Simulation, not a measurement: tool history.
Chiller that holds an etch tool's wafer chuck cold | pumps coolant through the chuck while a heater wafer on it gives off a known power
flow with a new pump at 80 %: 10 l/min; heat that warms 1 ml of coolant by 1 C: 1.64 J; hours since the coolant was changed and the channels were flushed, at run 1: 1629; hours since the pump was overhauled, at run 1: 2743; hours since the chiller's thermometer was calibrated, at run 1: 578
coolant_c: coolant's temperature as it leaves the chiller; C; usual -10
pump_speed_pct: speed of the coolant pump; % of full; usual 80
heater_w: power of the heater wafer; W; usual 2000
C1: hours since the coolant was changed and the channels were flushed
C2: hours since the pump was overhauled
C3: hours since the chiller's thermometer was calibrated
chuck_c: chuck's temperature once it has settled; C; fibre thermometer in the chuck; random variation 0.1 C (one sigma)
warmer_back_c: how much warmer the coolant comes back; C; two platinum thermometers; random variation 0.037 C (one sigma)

Run 1, hour 0: usual settings; C1 1629; C2 2743; C3 578. Result: chuck_c 14.6 C, warmer_back_c 7.67 C.
Run 2, hour 97.9: usual settings; C1 1727; C2 2841; C3 675. Result: chuck_c 14.7 C, warmer_back_c 7.64 C.
Run 3, hour 157.8: usual settings; C1 1787; C2 2901; C3 735. Result: chuck_c 14.8 C, warmer_back_c 7.6 C.
Run 4, hour 253.2: usual settings; C1 1882; C2 2996; C3 831. Result: chuck_c 14.8 C, warmer_back_c 7.6 C.
Run 5, hour 329.1: usual settings but pump_speed_pct 60 % of full; C1 1958; C2 3072; C3 907. Result: chuck_c 18.8 C, warmer_back_c 10.08 C.
Run 6, hour 422.7: usual settings but heater_w 1095 W; C1 2052; C2 3166; C3 1000. Result: chuck_c 3.7 C, warmer_back_c 4.22 C.
Run 7, hour 484.2: usual settings but heater_w 1095 W; C1 2113; C2 3227; C3 1062. Result: chuck_c 3.4 C, warmer_back_c 4.14 C.
Run 8, hour 535.9: usual settings but pump_speed_pct 90 % of full, heater_w 1095 W; C1 2165; C2 3279; C3 1113. Result: chuck_c 2.7 C, warmer_back_c 3.75 C.
Run 9, hour 598.2: usual settings; C1 2227; C2 3341; C3 1176. Result: chuck_c 14.7 C, warmer_back_c 7.71 C.
Run 10, hour 701.4: usual settings; C1 2331; C2 3444; C3 1279. Result: chuck_c 15 C, warmer_back_c 7.73 C.
Run 11, hour 802.9: usual settings; C1 2432; C2 3546; C3 1381. Result: chuck_c 15 C, warmer_back_c 7.81 C.
Run 12, hour 891.2: usual settings; C1 2520; C2 3634; C3 1469. Result: chuck_c 15 C, warmer_back_c 7.71 C.
Run 13, hour 999.2: usual settings but pump_speed_pct 65 % of full; C1 2628; C2 3742; C3 1577. Result: chuck_c 18 C, warmer_back_c 9.51 C.
Run 14, hour 1051.7: usual settings but pump_speed_pct 65 % of full; C1 2681; C2 3794; C3 1629. Result: chuck_c 18 C, warmer_back_c 9.51 C.
Run 15, hour 1134.8: usual settings but pump_speed_pct 65 % of full; C1 2764; C2 3878; C3 1712. Result: chuck_c 18.1 C, warmer_back_c 9.56 C.
Run 16, hour 1213.8: usual settings but pump_speed_pct 65 % of full; C1 2843; C2 3957; C3 1791. Result: chuck_c 18.1 C, warmer_back_c 9.45 C.
Run 17, hour 1287.4: usual settings but coolant_c -8 C, pump_speed_pct 65 % of full, heater_w 1044 W; C1 2917; C2 4030; C3 1865. Result: chuck_c 6.6 C, warmer_back_c 5.02 C.
Run 18, hour 1364.3: usual settings but coolant_c -8 C, pump_speed_pct 65 % of full, heater_w 1044 W; C1 2994; C2 4107; C3 1942. Result: chuck_c 6.4 C, warmer_back_c 5.06 C.
Run 19, hour 1426.6: usual settings but coolant_c -8 C, pump_speed_pct 65 % of full, heater_w 1044 W; C1 3056; C2 4169; C3 2004. Result: chuck_c 6.7 C, warmer_back_c 5 C.
Run 20, hour 1530.2: usual settings but coolant_c -8 C, pump_speed_pct 65 % of full, heater_w 1044 W; C1 3159; C2 4273; C3 2108. Result: chuck_c 6.7 C, warmer_back_c 4.98 C.
Run 21, hour 1643.9: usual settings but coolant_c -3 C, pump_speed_pct 69 % of full, heater_w 1371 W; C1 3273; C2 4387; C3 2221. Result: chuck_c 15.8 C, warmer_back_c 6.22 C.
Run 22, hour 1738.5: usual settings but coolant_c -3 C, pump_speed_pct 69 % of full, heater_w 1371 W; C1 3368; C2 4481; C3 2316. Result: chuck_c 15.8 C, warmer_back_c 6.23 C.
Run 23, hour 1847.3: usual settings but coolant_c -18 C, pump_speed_pct 62 % of full, heater_w 1371 W; C1 3477; C2 4590; C3 2425. Result: chuck_c 2.1 C, warmer_back_c 6.86 C.
Run 24, hour 1905.5: usual settings but coolant_c -19 C, pump_speed_pct 95 % of full, heater_w 1639 W; C1 3535; C2 4648; C3 2483. Result: chuck_c 0.2 C, warmer_back_c 5.45 C.
Run 25, hour 1959.4: usual settings but heater_w 2690 W; C1 3589; C2 4702; C3 2537. Result: chuck_c 24.6 C, warmer_back_c 10.67 C.
Run 26, hour 2027.6: usual settings but coolant_c -4 C, heater_w 1047 W; C1 3657; C2 4770; C3 2605. Result: chuck_c 9.2 C, warmer_back_c 4.16 C.
Run 27, hour 2122.2: usual settings but coolant_c -4 C, pump_speed_pct 79 % of full, heater_w 1047 W; C1 3751; C2 4865; C3 2700. Result: chuck_c 9.4 C, warmer_back_c 4.26 C.
Run 28, hour 2238: usual settings but coolant_c -7 C, heater_w 1301 W; C1 3867; C2 4981; C3 2816. Result: chuck_c 9.8 C, warmer_back_c 5.18 C.
Run 29, hour 2309.4: usual settings but coolant_c -5 C, pump_speed_pct 75 % of full; C1 3939; C2 5052; C3 2887. Result: chuck_c 21.6 C, warmer_back_c 8.53 C.
Run 30, hour 2365.4: usual settings but coolant_c -8 C; C1 3995; C2 5108; C3 2943. Result: chuck_c 18 C, warmer_back_c 7.97 C.
Run 31, hour 2426: usual settings but coolant_c -15 C, pump_speed_pct 70 % of full, heater_w 2580 W; C1 4055; C2 5169; C3 3004. Result: chuck_c 21 C, warmer_back_c 11.74 C.
Run 32, hour 2485.8: usual settings but coolant_c -15 C, pump_speed_pct 70 % of full, heater_w 2580 W; C1 4115; C2 5229; C3 3063. Result: chuck_c 21.1 C, warmer_back_c 11.76 C.

Some steps in chuck_c between neighbouring runs. How much of each would the tool show without its hidden state too (settings, what came in, random variation), and how much is left for the hidden state, with any gauge scatter that isn't in both results?
The hidden state here: heat passed by the chuck's channels, % of clean ones'; flow at a given pump speed, % of a new pump's; coolant's true temperature over the reading, C; drift of the gauge itself on chuck_c, C; drift of the gauge itself on warmer_back_c, C.
Run 5 -> 6: pump_speed_pct 60 -> 80, heater_w 2000 -> 1095. chuck_c -15.1 C: hidden state -0.8, all else -14.3.
Run 16 -> 17: coolant_c -10 -> -8, heater_w 2000 -> 1044. chuck_c -11.5 C: hidden state -1.1, all else -10.4.
Run 24 -> 25: coolant_c -19 -> -10, pump_speed_pct 95 -> 80, heater_w 1639 -> 2690. chuck_c +24.4 C: hidden state +1.6, all else +22.8.
Run 25 -> 26: coolant_c -10 -> -4, heater_w 2690 -> 1047. chuck_c -15.4 C: hidden state -2.1, all else -13.3.

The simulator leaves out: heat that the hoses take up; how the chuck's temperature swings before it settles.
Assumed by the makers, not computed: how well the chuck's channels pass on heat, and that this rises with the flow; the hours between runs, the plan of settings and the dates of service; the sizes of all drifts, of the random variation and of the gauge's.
